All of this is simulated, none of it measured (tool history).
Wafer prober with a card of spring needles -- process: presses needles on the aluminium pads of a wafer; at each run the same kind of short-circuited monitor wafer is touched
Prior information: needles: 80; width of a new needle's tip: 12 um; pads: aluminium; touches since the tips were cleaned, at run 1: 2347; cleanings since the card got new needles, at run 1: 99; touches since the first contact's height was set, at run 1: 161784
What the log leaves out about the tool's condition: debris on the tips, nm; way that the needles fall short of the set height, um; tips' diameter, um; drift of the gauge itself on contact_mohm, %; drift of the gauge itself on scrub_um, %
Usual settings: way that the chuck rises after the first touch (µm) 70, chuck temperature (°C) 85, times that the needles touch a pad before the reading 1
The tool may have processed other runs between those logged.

run,hour,way that the chuck rises after the first touch (µm),chuck temperature (°C),times that the needles touch a pad before the reading,touches since the tips were cleaned,cleanings since the card got new needles,touches since the first contact's height was set,resistance of one needle with its contact and lead (mohm),way that a needle slides on the pad (µm)
1,0,70,85,1,2347,99,161784,213,13.74
# hour 1.7: tips cleaned on abrasive film
# hour 8.2: tips cleaned on abrasive film
2,11,70,85,1,1223,101,166605,212,13.54
# hour 15.8: tips cleaned on abrasive film
3,21.3,70,85,1,2490,102,171212,212,13.7
# hour 23: tips cleaned on abrasive film
# hour 30.9: tips cleaned on abrasive film
4,36.3,66,85,1,2417,104,177849,215,12.81
# hour 38: tips cleaned on abrasive film
# hour 42.9: height of the first contact set anew
# hour 45.5: tips cleaned on abrasive film
# hour 52.9: tips cleaned on abrasive film
5,54.7,66,85,1,794,107,5197,210,13.85
# hour 59.7: tips cleaned on abrasive film
# hour 66.5: tips cleaned on abrasive film
6,66.7,66,85,1,83,109,10488,208,14.06
# hour 73.1: tips cleaned on abrasive film
# hour 80.3: tips cleaned on abrasive film
7,85.1,66,85,1,2161,111,18665,210,13.8
# hour 87.7: tips cleaned on abrasive film
# hour 95.6: tips cleaned on abrasive film
# hour 102.7: tips cleaned on abrasive film
8,107.4,66,85,1,2076,114,28504,212,14.16
# hour 109.8: tips cleaned on abrasive film
# hour 117.3: tips cleaned on abrasive film
9,118.2,70,85,1,392,116,33281,208,14.73
# hour 124.1: tips cleaned on abrasive film
# hour 131.2: tips cleaned on abrasive film
10,134.4,70,85,1,1434,118,40436,211,14.65
# hour 138.8: tips cleaned on abrasive film
# hour 146.4: tips cleaned on abrasive film
# hour 153.3: tips cleaned on abrasive film
11,153.3,70,85,1,0,121,48767,206,14.35
# hour 160.9: tips cleaned on abrasive film
# hour 167.4: tips cleaned on abrasive film
12,173.3,70,85,1,2642,123,57648,215,14.59
# hour 174.6: tips cleaned on abrasive film
# hour 182.5: tips cleaned on abrasive film
13,186.4,70,85,1,1712,125,63431,213,14.55
# hour 189: tips cleaned on abrasive film
# hour 196.2: tips cleaned on abrasive film
14,198.7,70,85,1,1092,127,68849,209,14.3
# hour 203.1: tips cleaned on abrasive film
# hour 210.5: tips cleaned on abrasive film
# hour 217.3: tips cleaned on abrasive film
15,217.3,70,41,1,2,130,77061,201,14.3
# hour 224.6: tips cleaned on abrasive film
# hour 231.8: tips cleaned on abrasive film
16,237.8,88,37,1,2699,132,86197,200,18.09
# hour 239.5: tips cleaned on abrasive film
# hour 247.1: tips cleaned on abrasive film
17,248.7,88,37,1,712,134,90975,195,17.97
# hour 253.7: tips cleaned on abrasive film
# hour 261.7: tips cleaned on abrasive film
18,263.8,56,85,3,948,136,97639,212,11.28
# hour 269.2: tips cleaned on abrasive film
19,273.4,56,37,3,1884,137,101921,203,11.29
# hour 276.4: tips cleaned on abrasive film
# hour 283.8: tips cleaned on abrasive film
20,287.5,70,52,2,1693,139,108166,202,14.09
# hour 291.1: tips cleaned on abrasive film
# hour 298.1: tips cleaned on abrasive film
21,298.4,70,52,2,139,141,112942,203,13.98
# hour 305: tips cleaned on abrasive film
# hour 312.9: tips cleaned on abrasive film
22,317.7,73,54,3,2130,143,121506,202,14.84
# hour 320.4: tips cleaned on abrasive film
# hour 327.5: tips cleaned on abrasive film
# hour 334.4: tips cleaned on abrasive film
23,334.6,62,91,2,96,146,128955,210,12.22

Alternative continuations, all from the tool just after run 23; predict every row:
# hour 340.9: tips cleaned on abrasive film
# hour 348.4: tips cleaned on abrasive film
A,349,55,27,2,228,148,135297,?,?
# hour 340.9: tips cleaned on abrasive film
# hour 348.4: tips cleaned on abrasive film
B,349,53,85,1,228,148,135297,?,?
# hour 340.9: tips cleaned on abrasive film
# hour 348.4: tips cleaned on abrasive film
C,349,52,108,1,228,148,135297,?,?

run,resistance of one needle with its contact and lead (mohm),way that a needle slides on the pad (µm)
A,199,10.52
B,219,10.23
C,219,10
What these runs would have given with no unlogged condition in the tool:
run,resistance of one needle with its contact and lead (mohm),way that a needle slides on the pad (µm)
A,193,11.58
B,212,11.29
C,211,11.06

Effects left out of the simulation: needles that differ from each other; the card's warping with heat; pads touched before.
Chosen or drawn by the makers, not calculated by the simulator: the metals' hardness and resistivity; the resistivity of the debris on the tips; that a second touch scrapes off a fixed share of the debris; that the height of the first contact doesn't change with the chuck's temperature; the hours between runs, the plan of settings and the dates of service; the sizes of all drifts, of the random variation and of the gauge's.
